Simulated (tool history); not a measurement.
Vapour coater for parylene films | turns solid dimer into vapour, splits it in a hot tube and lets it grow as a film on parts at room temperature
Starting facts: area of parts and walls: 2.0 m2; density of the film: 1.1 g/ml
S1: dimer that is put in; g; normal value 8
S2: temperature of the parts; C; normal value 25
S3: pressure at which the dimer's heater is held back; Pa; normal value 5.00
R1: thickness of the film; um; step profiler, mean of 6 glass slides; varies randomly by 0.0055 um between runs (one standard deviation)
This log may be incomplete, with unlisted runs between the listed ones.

run   hour  S1  S2     S3     R1
  1    0.0   8  25   5.00  1.601
  2   19.4   8  25   5.00  1.589
  3   35.7   8  25   5.00  1.581
  4   60.0   8  25   5.00  1.587
      73.6  -- trap's valve overhauled
  5   83.9   8  25   5.00  1.665
  6  106.0   8  25   5.00  1.674
  7  136.6   8  25   5.00  1.657
  8  156.8   7  18  10.73  1.691
  9  171.2   9  18  10.73  2.166
 10  195.5   8  25   6.29  1.618
 11  224.5   8  25   6.29  1.622
 12  239.2   6  30   7.16  1.036
 13  261.5  13  34   7.16  1.976

3 options for the next run, each taken on its own from the tool as it stands now. Forecast them:
  A  289.4   5  23  2.02   ?
  B  289.4   8  25  7.86   ?
  C  289.4  14  30  6.22   ?

run     R1
  A  1.161
  B  1.579
  C  2.418
With no hidden state in the tool, these same runs would have given:
run     R1
  A  1.196
  B  1.627
  C  2.491
